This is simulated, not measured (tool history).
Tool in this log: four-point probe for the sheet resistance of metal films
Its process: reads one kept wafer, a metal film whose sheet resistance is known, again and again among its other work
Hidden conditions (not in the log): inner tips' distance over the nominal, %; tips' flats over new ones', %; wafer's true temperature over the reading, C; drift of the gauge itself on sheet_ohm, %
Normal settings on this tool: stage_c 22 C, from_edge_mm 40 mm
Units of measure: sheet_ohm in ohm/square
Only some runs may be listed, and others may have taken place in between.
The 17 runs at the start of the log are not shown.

run      day  stage_c  from_edge_mm  touches since the probe head was changed  hours of work since the stage's thermometer was calibrated  sheet_ohm
 18   71.212       22            23                                     49230                                                         236   0.439815
      72.254  -- stage's thermometer calibrated, once more
 19   74.546       22            23                                     51715                                                          28   0.440296
 20   79.292       22            40                                     55278                                                          86   0.440253
 21   84.646       22            40                                     59296                                                         151   0.440177
 22   90.246       22            40                                     63496                                                         219    0.43993
 23   94.229       22            47                                     66487                                                         267   0.439664
 24    98.65       24             3                                     69802                                                         321   0.445702
 25  101.675       29             8                                     72075                                                         357   0.439191
 26  105.888       24            28                                     75233                                                         408   0.439272
 27  109.412       24            28                                     77879                                                         451   0.438974
 28  114.108       24            28                                     81404                                                         508   0.438803
 29  119.721       24            28                                     85614                                                         577   0.438911
 30  125.033       21            10                                     89602                                                         641    0.43969

The next listed run, before its measurement:
 31  129.083       23             5                                     92642                                                         690          ?

Run 31 gave sheet_ohm 0.441007 ohm/square.
Take away the tool's hidden state, keep the run-to-run variation as it was, and the same run would have given sheet_ohm 0.443617 ohm/square.

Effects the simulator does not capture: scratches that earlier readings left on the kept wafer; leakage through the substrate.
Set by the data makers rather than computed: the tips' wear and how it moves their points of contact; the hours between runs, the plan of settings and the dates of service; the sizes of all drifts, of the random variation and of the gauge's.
